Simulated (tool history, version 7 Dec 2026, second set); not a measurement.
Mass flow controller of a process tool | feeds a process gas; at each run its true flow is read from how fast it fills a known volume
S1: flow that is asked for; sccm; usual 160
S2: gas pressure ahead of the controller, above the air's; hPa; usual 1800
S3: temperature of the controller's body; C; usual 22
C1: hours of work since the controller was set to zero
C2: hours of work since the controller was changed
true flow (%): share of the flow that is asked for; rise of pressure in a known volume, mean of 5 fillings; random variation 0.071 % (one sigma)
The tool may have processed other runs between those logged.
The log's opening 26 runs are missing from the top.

run 27 hour=5725.1 | S1=160 S2=1800 S3=24 | C1=755 C2=5271 | true_flow_(%)=97.39
run 28 hour=5936.3 | S1=160 S2=1870 S3=22 | C1=900 C2=5417 | true_flow_(%)=96.99
run 29 hour=6184.9 | S1=23 S2=2540 S3=25 | C1=1072 C2=5589 | true_flow_(%)=94.97
run 30 hour=6328.9 | S1=40 S2=1800 S3=33 | C1=1171 C2=5688 | true_flow_(%)=96.79
run 31 hour=6610.9 | S1=64 S2=1800 S3=22 | C1=1366 C2=5883 | true_flow_(%)=95.81
run 32 hour=6876.2 | S1=64 S2=1800 S3=22 | C1=1549 C2=6066 | true_flow_(%)=95.68
run 33 hour=7107.9 | S1=64 S2=1800 S3=22 | C1=1709 C2=6226 | true_flow_(%)=95.44
run 34 hour=7400.3 | S1=20 S2=1800 S3=22 | C1=1911 C2=6428 | true_flow_(%)=92.24
run 35 hour=7642.9 | S1=65 S2=1680 S3=21 | C1=2079 C2=6595 | true_flow_(%)=95.04
run 36 hour=7889.4 | S1=122 S2=1800 S3=39 | C1=2249 C2=6766 | true_flow_(%)=97.81
run 37 hour=8161.4 | S1=119 S2=1760 S3=30 | C1=2437 C2=6953 | true_flow_(%)=96.72
run 38 hour=8410.7 | S1=160 S2=1630 S3=22 | C1=2609 C2=7125 | true_flow_(%)=95.96

Each row is a separate what-if for the run after 38, all from the same tool condition, not one after another. Results?
run A hour=8588.4 | S1=51 S2=1680 S3=25 | C1=2732 C2=7248 | true_flow_(%)=?
run B hour=8588.4 | S1=160 S2=1800 S3=31 | C1=2732 C2=7248 | true_flow_(%)=?
run C hour=8588.4 | S1=160 S2=1620 S3=20 | C1=2732 C2=7248 | true_flow_(%)=?
run D hour=8588.4 | S1=42 S2=1630 S3=22 | C1=2732 C2=7248 | true_flow_(%)=?
run E hour=8588.4 | S1=160 S2=1800 S3=33 | C1=2732 C2=7248 | true_flow_(%)=?

run=A true_flow_(%)=94.21
run=B true_flow_(%)=96.92
run=C true_flow_(%)=95.45
run=D true_flow_(%)=93.36
run=E true_flow_(%)=97.12
Take away the tool's hidden state, keep each run's random variation, and the runs would have read:
run=A true_flow_(%)=99.43
run=B true_flow_(%)=100.59
run=C true_flow_(%)=99.12
run=D true_flow_(%)=99.07
run=E true_flow_(%)=100.79
